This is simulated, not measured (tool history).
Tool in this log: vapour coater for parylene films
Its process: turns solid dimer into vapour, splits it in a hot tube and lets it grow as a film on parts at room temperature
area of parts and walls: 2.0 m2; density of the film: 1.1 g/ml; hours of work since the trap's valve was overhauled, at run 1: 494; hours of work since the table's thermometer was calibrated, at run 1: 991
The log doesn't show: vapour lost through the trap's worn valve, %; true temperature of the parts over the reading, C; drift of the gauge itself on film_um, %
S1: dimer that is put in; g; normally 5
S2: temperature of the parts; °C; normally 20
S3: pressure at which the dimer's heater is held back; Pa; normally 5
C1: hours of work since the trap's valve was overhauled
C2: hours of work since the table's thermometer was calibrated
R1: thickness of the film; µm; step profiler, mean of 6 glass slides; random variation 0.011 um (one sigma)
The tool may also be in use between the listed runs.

run,hour,S1,S2,S3,C1,C2,R1
1,0,5,20,5,494,991,1.48
2,62.8,5,20,5,520,1016,1.46
# hour 104.3: trap's valve overhauled
3,115.6,5,20,5,5,1036,1.38
4,161,5,20,5,23,1054,1.36
5,204.3,5,20,5,40,1072,1.34
# hour 237.2: trap's valve overhauled, once more
6,260.8,5,20,5,10,1093,1.58
7,313.3,6,20,2.65,31,1114,2.03
8,366.5,6,24,4.43,52,1136,1.61
9,424.1,8,20,5,76,1159,2.51
10,479.3,3,18,5,98,1181,1.01
11,553.3,3,20,3.51,128,1211,0.98
12,599.4,3,20,3.51,146,1230,0.97

Each row is a separate what-if for the run after 12, all from the same tool condition, not one after another. Results?
A,636,2,31,3.51,161,1245,?
B,636,5,29,5,161,1245,?
C,636,5,24,5,161,1245,?
D,636,3,19,6.9,161,1245,?

run,R1
A,0.43
B,1.09
C,1.33
D,0.93
With the hidden condition removed and each run's random variation left untouched, the same runs would have given:
run,R1
A,0.45
B,1.15
C,1.39
D,0.98
